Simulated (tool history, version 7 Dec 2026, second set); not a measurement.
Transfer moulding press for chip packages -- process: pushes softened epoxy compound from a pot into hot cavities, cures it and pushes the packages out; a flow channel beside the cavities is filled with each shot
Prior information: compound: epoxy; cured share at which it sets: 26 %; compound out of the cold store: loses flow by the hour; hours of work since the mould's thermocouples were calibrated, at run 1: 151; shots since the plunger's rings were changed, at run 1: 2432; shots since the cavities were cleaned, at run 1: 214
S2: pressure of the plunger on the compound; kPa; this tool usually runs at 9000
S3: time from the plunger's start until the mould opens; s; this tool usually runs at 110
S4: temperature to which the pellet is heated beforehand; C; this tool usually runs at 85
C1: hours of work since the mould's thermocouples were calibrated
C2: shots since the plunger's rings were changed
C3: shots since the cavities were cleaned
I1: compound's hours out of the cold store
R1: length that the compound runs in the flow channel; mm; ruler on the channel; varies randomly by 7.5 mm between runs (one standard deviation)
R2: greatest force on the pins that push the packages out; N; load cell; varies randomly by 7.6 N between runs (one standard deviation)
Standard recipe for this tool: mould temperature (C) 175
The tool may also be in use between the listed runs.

run 1 hour=0.0 | mould_temperature_(C)=175 S2=9000 S3=110 S4=85 | C1=151 C2=2432 C3=214 | I1=13.2 | R1=813 R2=470
-- hour=34.1 cavities cleaned with cleaning compound and waxed
run 2 hour=52.4 | mould_temperature_(C)=175 S2=9000 S3=110 S4=84 | C1=190 C2=3066 C3=228 | I1=34.4 | R1=761 R2=484
-- hour=85.0 cavities cleaned with cleaning compound and waxed
-- hour=108.0 plunger's sealing rings changed
run 3 hour=108.0 | mould_temperature_(C)=172 S2=9000 S3=110 S4=84 | C1=230 C2=0 C3=255 | I1=8.0 | R1=873 R2=604
-- hour=140.4 cavities cleaned with cleaning compound and waxed
run 4 hour=167.4 | mould_temperature_(C)=174 S2=9000 S3=110 S4=84 | C1=275 C2=723 C3=337 | I1=47.0 | R1=772 R2=545
-- hour=189.8 cavities cleaned with cleaning compound and waxed
run 5 hour=216.6 | mould_temperature_(C)=175 S2=9000 S3=110 S4=85 | C1=312 C2=1316 C3=334 | I1=9.6 | R1=834 R2=525
-- hour=242.7 cavities cleaned with cleaning compound and waxed
run 6 hour=260.3 | mould_temperature_(C)=175 S2=9000 S3=110 S4=85 | C1=344 C2=1842 C3=220 | I1=43.9 | R1=755 R2=462
-- hour=292.7 cavities cleaned with cleaning compound and waxed
run 7 hour=307.4 | mould_temperature_(C)=175 S2=9000 S3=110 S4=85 | C1=380 C2=2410 C3=183 | I1=11.0 | R1=814 R2=469
-- hour=343.6 cavities cleaned with cleaning compound and waxed
run 8 hour=349.4 | mould_temperature_(C)=175 S2=9000 S3=110 S4=85 | C1=411 C2=2914 C3=72 | I1=26.6 | R1=773 R2=394
-- hour=393.0 cavities cleaned with cleaning compound and waxed
run 9 hour=393.0 | mould_temperature_(C)=175 S2=9000 S3=110 S4=85 | C1=443 C2=3439 C3=0 | I1=11.5 | R1=793 R2=350
-- hour=417.5 plunger's sealing rings changed
-- hour=447.0 cavities cleaned with cleaning compound and waxed
run 10 hour=459.2 | mould_temperature_(C)=175 S2=9000 S3=110 S4=85 | C1=492 C2=501 C3=153 | I1=45.3 | R1=765 R2=430
-- hour=496.8 cavities cleaned with cleaning compound and waxed
run 11 hour=510.5 | mould_temperature_(C)=175 S2=9000 S3=110 S4=85 | C1=530 C2=1122 C3=172 | I1=23.5 | R1=817 R2=479
run 12 hour=542.7 | mould_temperature_(C)=175 S2=9000 S3=110 S4=89 | C1=555 C2=1523 C3=573 | I1=46.0 | R1=746 R2=597
-- hour=549.3 cavities cleaned with cleaning compound and waxed
-- hour=600.2 cavities cleaned with cleaning compound and waxed
run 13 hour=600.2 | mould_temperature_(C)=183 S2=9000 S3=110 S4=85 | C1=597 C2=2201 C3=0 | I1=46.5 | R1=730 R2=268
run 14 hour=625.7 | mould_temperature_(C)=175 S2=9000 S3=117 S4=85 | C1=617 C2=2519 C3=318 | I1=17.9 | R1=804 R2=482
-- hour=652.8 cavities cleaned with cleaning compound and waxed
run 15 hour=652.8 | mould_temperature_(C)=175 S2=10060 S3=110 S4=85 | C1=636 C2=2838 C3=0 | I1=25.8 | R1=835 R2=337
run 16 hour=688.8 | mould_temperature_(C)=173 S2=9000 S3=110 S4=78 | C1=664 C2=3286 C3=448 | I1=42.6 | R1=748 R2=631
-- hour=704.4 cavities cleaned with cleaning compound and waxed
-- hour=718.7 mould's thermocouples calibrated
run 17 hour=718.7 | mould_temperature_(C)=177 S2=8540 S3=116 S4=84 | C1=0 C2=3616 C3=154 | I1=44.0 | R1=709 R2=376
-- hour=730.2 plunger's sealing rings changed
-- hour=759.5 cavities cleaned with cleaning compound and waxed
run 18 hour=759.5 | mould_temperature_(C)=175 S2=7470 S3=109 S4=94 | C1=28 C2=346 C3=0 | I1=38.5 | R1=719 R2=313
run 19 hour=805.7 | mould_temperature_(C)=175 S2=9000 S3=96 S4=94 | C1=64 C2=921 C3=575 | I1=19.2 | R1=822 R2=710
-- hour=811.3 cavities cleaned with cleaning compound and waxed
run 20 hour=844.7 | mould_temperature_(C)=175 S2=9000 S3=96 S4=94 | C1=93 C2=1388 C3=415 | I1=8.4 | R1=849 R2=706
-- hour=860.4 cavities cleaned with cleaning compound and waxed
run 21 hour=886.9 | mould_temperature_(C)=175 S2=9000 S3=96 S4=94 | C1=125 C2=1895 C3=330 | I1=21.4 | R1=807 R2=638
-- hour=909.7 cavities cleaned with cleaning compound and waxed
run 22 hour=936.1 | mould_temperature_(C)=175 S2=9000 S3=96 S4=94 | C1=161 C2=2489 C3=328 | I1=8.7 | R1=814 R2=697
-- hour=961.7 cavities cleaned with cleaning compound and waxed
run 23 hour=968.1 | mould_temperature_(C)=175 S2=10800 S3=110 S4=90 | C1=185 C2=2869 C3=80 | I1=9.1 | R1=892 R2=408
-- hour=1012.7 cavities cleaned with cleaning compound and waxed
run 24 hour=1026.7 | mould_temperature_(C)=175 S2=8080 S3=96 S4=85 | C1=229 C2=3581 C3=175 | I1=21.7 | R1=738 R2=597
-- hour=1039.9 plunger's sealing rings changed
-- hour=1065.0 cavities cleaned with cleaning compound and waxed
run 25 hour=1087.2 | mould_temperature_(C)=175 S2=9000 S3=129 S4=91 | C1=273 C2=572 C3=278 | I1=11.8 | R1=845 R2=431

Entry by entry between the runs, the difference in hidden state between the last listed run before and the first listed run after:
From run 1 to run 2: cavities cleaned with cleaning compound and waxed (hour 34.1)
  true mould temperature over the reading, C: -0.11 -> -0.2; pressure that reaches the compound, % of what is set: 90.21 -> 87.76; grip of the stained cavities, % over clean ones': 46.3 -> 47.3
  measured result minus the result with no hidden state, R1: -43 -> -51 mm; R2: +151 -> +159 N
From run 2 to run 3: cavities cleaned with cleaning compound and waxed (hour 85.0); plunger's sealing rings changed (hour 108.0)
  true mould temperature over the reading, C: -0.2 -> -0.29; pressure that reaches the compound, % of what is set: 87.76 -> 99.89; grip of the stained cavities, % over clean ones': 47.3 -> 47.5
  measured result minus the result with no hidden state, R1: -51 -> +0 mm; R2: +159 -> +202 N
From run 3 to run 4: cavities cleaned with cleaning compound and waxed (hour 140.4)
  true mould temperature over the reading, C: -0.29 -> -0.39; pressure that reaches the compound, % of what is set: 99.89 -> 96.97; grip of the stained cavities, % over clean ones': 47.5 -> 60.8
  measured result minus the result with no hidden state, R1: +0 -> -11 mm; R2: +202 -> +212 N
From run 4 to run 5: cavities cleaned with cleaning compound and waxed (hour 189.8)
  true mould temperature over the reading, C: -0.39 -> -0.47; pressure that reaches the compound, % of what is set: 96.97 -> 94.6; grip of the stained cavities, % over clean ones': 60.8 -> 59.7
  measured result minus the result with no hidden state, R1: -11 -> -22 mm; R2: +212 -> +207 N
From run 5 to run 6: cavities cleaned with cleaning compound and waxed (hour 242.7)
  true mould temperature over the reading, C: -0.47 -> -0.54; pressure that reaches the compound, % of what is set: 94.6 -> 92.5; grip of the stained cavities, % over clean ones': 59.7 -> 44.7
  measured result minus the result with no hidden state, R1: -22 -> -28 mm; R2: +207 -> +150 N
From run 6 to run 7: cavities cleaned with cleaning compound and waxed (hour 292.7)
  true mould temperature over the reading, C: -0.54 -> -0.61; pressure that reaches the compound, % of what is set: 92.5 -> 90.37; grip of the stained cavities, % over clean ones': 44.7 -> 39
  measured result minus the result with no hidden state, R1: -28 -> -40 mm; R2: +150 -> +140 N
From run 7 to run 8: cavities cleaned with cleaning compound and waxed (hour 343.6)
  true mould temperature over the reading, C: -0.61 -> -0.68; pressure that reaches the compound, % of what is set: 90.37 -> 88.49; grip of the stained cavities, % over clean ones': 39 -> 22.3
  measured result minus the result with no hidden state, R1: -40 -> -46 mm; R2: +140 -> +83 N
From run 8 to run 9: cavities cleaned with cleaning compound and waxed (hour 393.0)
  true mould temperature over the reading, C: -0.68 -> -0.75; pressure that reaches the compound, % of what is set: 88.49 -> 86.4; grip of the stained cavities, % over clean ones': 22.3 -> 3.2
  measured result minus the result with no hidden state, R1: -46 -> -57 mm; R2: +83 -> +24 N
From run 9 to run 10: plunger's sealing rings changed (hour 417.5); cavities cleaned with cleaning compound and waxed (hour 447.0)
  true mould temperature over the reading, C: -0.75 -> -0.86; pressure that reaches the compound, % of what is set: 86.4 -> 98.17; grip of the stained cavities, % over clean ones': 3.2 -> 36.4
  measured result minus the result with no hidden state, R1: -57 -> -5 mm; R2: +24 -> +126 N
From run 10 to run 11: cavities cleaned with cleaning compound and waxed (hour 496.8)
  true mould temperature over the reading, C: -0.86 -> -0.94; pressure that reaches the compound, % of what is set: 98.17 -> 95.88; grip of the stained cavities, % over clean ones': 36.4 -> 35.5
  measured result minus the result with no hidden state, R1: -5 -> -14 mm; R2: +126 -> +141 N
From run 12 to run 13: cavities cleaned with cleaning compound and waxed (hour 549.3); cavities cleaned with cleaning compound and waxed (hour 600.2)
  true mould temperature over the reading, C: -0.99 -> -1.08; pressure that reaches the compound, % of what is set: 94.36 -> 91.7; grip of the stained cavities, % over clean ones': 77.7 -> 0.1
  measured result minus the result with no hidden state, R1: -19 -> -30 mm; R2: +275 -> +2 N
From run 14 to run 15: cavities cleaned with cleaning compound and waxed (hour 652.8)
  true mould temperature over the reading, C: -1.12 -> -1.16; pressure that reaches the compound, % of what is set: 90.5 -> 89.24; grip of the stained cavities, % over clean ones': 56.2 -> 0.3
  measured result minus the result with no hidden state, R1: -37 -> -45 mm; R2: +186 -> +20 N
From run 16 to run 17: cavities cleaned with cleaning compound and waxed (hour 704.4); mould's thermocouples calibrated (hour 718.7)
  true mould temperature over the reading, C: -1.22 -> -0.08; pressure that reaches the compound, % of what is set: 87.39 -> 86.22; grip of the stained cavities, % over clean ones': 68.7 -> 31.7
  measured result minus the result with no hidden state, R1: -48 -> -55 mm; R2: +282 -> +90 N
From run 17 to run 18: plunger's sealing rings changed (hour 730.2); cavities cleaned with cleaning compound and waxed (hour 759.5)
  true mould temperature over the reading, C: -0.08 -> -0.14; pressure that reaches the compound, % of what is set: 86.22 -> 98.7; grip of the stained cavities, % over clean ones': 31.7 -> 0.8
  measured result minus the result with no hidden state, R1: -55 -> -4 mm; R2: +90 -> +4 N
From run 19 to run 20: cavities cleaned with cleaning compound and waxed (hour 811.3)
  true mould temperature over the reading, C: -0.22 -> -0.28; pressure that reaches the compound, % of what is set: 96.27 -> 94.6; grip of the stained cavities, % over clean ones': 78.4 -> 68.9
  measured result minus the result with no hidden state, R1: -15 -> -23 mm; R2: +319 -> +296 N
From run 20 to run 21: cavities cleaned with cleaning compound and waxed (hour 860.4)
  true mould temperature over the reading, C: -0.28 -> -0.34; pressure that reaches the compound, % of what is set: 94.6 -> 92.69; grip of the stained cavities, % over clean ones': 68.9 -> 58.6
  measured result minus the result with no hidden state, R1: -23 -> -30 mm; R2: +296 -> +246 N
From run 21 to run 22: cavities cleaned with cleaning compound and waxed (hour 909.7)
  true mould temperature over the reading, C: -0.34 -> -0.42; pressure that reaches the compound, % of what is set: 92.69 -> 90.21; grip of the stained cavities, % over clean ones': 58.6 -> 59.3
  measured result minus the result with no hidden state, R1: -30 -> -42 mm; R2: +246 -> +274 N
From run 22 to run 23: cavities cleaned with cleaning compound and waxed (hour 961.7)
  true mould temperature over the reading, C: -0.42 -> -0.46; pressure that reaches the compound, % of what is set: 90.21 -> 88.8; grip of the stained cavities, % over clean ones': 59.3 -> 21.1
  measured result minus the result with no hidden state, R1: -42 -> -53 mm; R2: +274 -> +80 N
From run 23 to run 24: cavities cleaned with cleaning compound and waxed (hour 1012.7)
  true mould temperature over the reading, C: -0.46 -> -0.56; pressure that reaches the compound, % of what is set: 88.8 -> 86.14; grip of the stained cavities, % over clean ones': 21.1 -> 37.7
  measured result minus the result with no hidden state, R1: -53 -> -56 mm; R2: +80 -> +181 N
From run 24 to run 25: plunger's sealing rings changed (hour 1039.9); cavities cleaned with cleaning compound and waxed (hour 1065.0)
  true mould temperature over the reading, C: -0.56 -> -0.65; pressure that reaches the compound, % of what is set: 86.14 -> 97.59; grip of the stained cavities, % over clean ones': 37.7 -> 54.3
  measured result minus the result with no hidden state, R1: -56 -> -8 mm; R2: +181 -> +155 N
